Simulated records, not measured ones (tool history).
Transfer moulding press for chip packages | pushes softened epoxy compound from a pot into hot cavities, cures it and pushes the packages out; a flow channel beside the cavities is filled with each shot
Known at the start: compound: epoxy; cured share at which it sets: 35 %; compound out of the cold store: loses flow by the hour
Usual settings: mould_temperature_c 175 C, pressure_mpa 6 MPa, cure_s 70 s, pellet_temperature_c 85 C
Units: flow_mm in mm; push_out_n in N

run,hour,mould_temperature_c,pressure_mpa,cure_s,pellet_temperature_c,incoming compound's hours out of the cold store,flow_mm,push_out_n
1,0,175,6,70,85,40.5,698,501
2,13.5,175,6,70,85,9.8,775,531
# hour 31.5: cavities cleaned with cleaning compound and waxed
3,33.4,175,6,70,85,8.6,778,541
4,49.8,175,6,70,85,11.5,780,521
5,59.2,175,4.67,70,85,42.8,624,502
6,79.6,175,4.67,70,85,42.8,621,504
# hour 91.7: cavities cleaned with cleaning compound and waxed
7,91.7,175,4.67,70,85,25.3,663,519
8,109,175,6,70,85,46.4,685,478
9,126,175,6,70,85,22.1,758,516
10,145.5,175,4.85,68,77,29.9,661,556
# hour 151.6: cavities cleaned with cleaning compound and waxed
11,159.2,175,4.85,68,77,28.5,660,543
12,176.8,175,4.85,79,78,44.3,620,396

Forecast run 13:
13,186.3,175,6,70,79,44.7,?,?

Run 13 gave flow_mm 691 mm, push_out_n 496 N.
Without the tool's hidden state the same run would have given flow_mm 692 mm, push_out_n 492 N.

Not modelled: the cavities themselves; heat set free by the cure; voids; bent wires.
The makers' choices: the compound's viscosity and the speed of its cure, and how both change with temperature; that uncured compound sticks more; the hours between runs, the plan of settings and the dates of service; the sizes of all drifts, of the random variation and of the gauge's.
